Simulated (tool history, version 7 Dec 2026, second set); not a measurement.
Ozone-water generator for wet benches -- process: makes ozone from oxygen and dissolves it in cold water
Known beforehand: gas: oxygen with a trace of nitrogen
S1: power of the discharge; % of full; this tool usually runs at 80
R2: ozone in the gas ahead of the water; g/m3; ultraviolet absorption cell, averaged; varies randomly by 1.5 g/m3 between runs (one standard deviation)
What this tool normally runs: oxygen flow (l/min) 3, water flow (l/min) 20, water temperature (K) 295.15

{"run": 1, "hour": 0.0, "S1": 80, "oxygen flow (l/min)": 3, "water flow (l/min)": 20, "water temperature (K)": 295.15, "dissolved ozone (ppm)": 22.2, "R2": 275.3}
{"run": 2, "hour": 102.0, "S1": 80, "oxygen flow (l/min)": 3, "water flow (l/min)": 20, "water temperature (K)": 295.15, "dissolved ozone (ppm)": 22.2, "R2": 275.1}
{"run": 3, "hour": 179.0, "S1": 80, "oxygen flow (l/min)": 3, "water flow (l/min)": 20, "water temperature (K)": 295.15, "dissolved ozone (ppm)": 22.1, "R2": 273.9}
{"run": 4, "hour": 267.4, "S1": 80, "oxygen flow (l/min)": 3, "water flow (l/min)": 20, "water temperature (K)": 295.15, "dissolved ozone (ppm)": 21.8, "R2": 273.9}
{"run": 5, "hour": 391.2, "S1": 80, "oxygen flow (l/min)": 3, "water flow (l/min)": 20, "water temperature (K)": 295.15, "dissolved ozone (ppm)": 21.8, "R2": 273.3}
{"run": 6, "hour": 482.5, "S1": 80, "oxygen flow (l/min)": 3, "water flow (l/min)": 20, "water temperature (K)": 295.15, "dissolved ozone (ppm)": 22.1, "R2": 272.6}
{"run": 7, "hour": 586.9, "S1": 80, "oxygen flow (l/min)": 3, "water flow (l/min)": 20, "water temperature (K)": 295.15, "dissolved ozone (ppm)": 22.2, "R2": 273.9}
{"run": 8, "hour": 718.1, "S1": 80, "oxygen flow (l/min)": 3, "water flow (l/min)": 20, "water temperature (K)": 295.15, "dissolved ozone (ppm)": 22.2, "R2": 268.1}
{"run": 9, "hour": 782.3, "S1": 80, "oxygen flow (l/min)": 2.01, "water flow (l/min)": 20, "water temperature (K)": 289.15, "dissolved ozone (ppm)": 22, "R2": 341.5}
{"run": 10, "hour": 872.4, "S1": 64, "oxygen flow (l/min)": 2.51, "water flow (l/min)": 25, "water temperature (K)": 295.15, "dissolved ozone (ppm)": 14.9, "R2": 246.8}
{"run": 11, "hour": 988.6, "S1": 64, "oxygen flow (l/min)": 2.51, "water flow (l/min)": 25, "water temperature (K)": 295.15, "dissolved ozone (ppm)": 14.7, "R2": 245.5}
{"run": 12, "hour": 1124.9, "S1": 64, "oxygen flow (l/min)": 2.51, "water flow (l/min)": 25, "water temperature (K)": 293.15, "dissolved ozone (ppm)": 14.9, "R2": 244.6}

Forecast each of these 3 alternatives for the next run:
{"hour": 1141.8, "done": "gauge calibrated"}
{"run": "A", "hour": 1189.7, "S1": 49, "oxygen flow (l/min)": 2.51, "water flow (l/min)": 18, "water temperature (K)": 289.15, "dissolved ozone (ppm)": "?", "R2": "?"}
{"hour": 1141.8, "done": "gauge calibrated"}
{"run": "B", "hour": 1189.7, "S1": 54, "oxygen flow (l/min)": 3.21, "water flow (l/min)": 15, "water temperature (K)": 295.15, "dissolved ozone (ppm)": "?", "R2": "?"}
{"hour": 1141.8, "done": "gauge calibrated"}
{"run": "C", "hour": 1189.7, "S1": 41, "oxygen flow (l/min)": 3, "water flow (l/min)": 20, "water temperature (K)": 295.15, "dissolved ozone (ppm)": "?", "R2": "?"}

run=A dissolved_ozone_(ppm)=16.6 R2=203.5
run=B dissolved_ozone_(ppm)=19.5 R2=191.7
run=C dissolved_ozone_(ppm)=12.4 R2=157.7
Without the tool's hidden state the same runs would have given:
run=A dissolved_ozone_(ppm)=16.6 R2=203.9
run=B dissolved_ozone_(ppm)=19.6 R2=192.1
run=C dissolved_ozone_(ppm)=12.4 R2=158
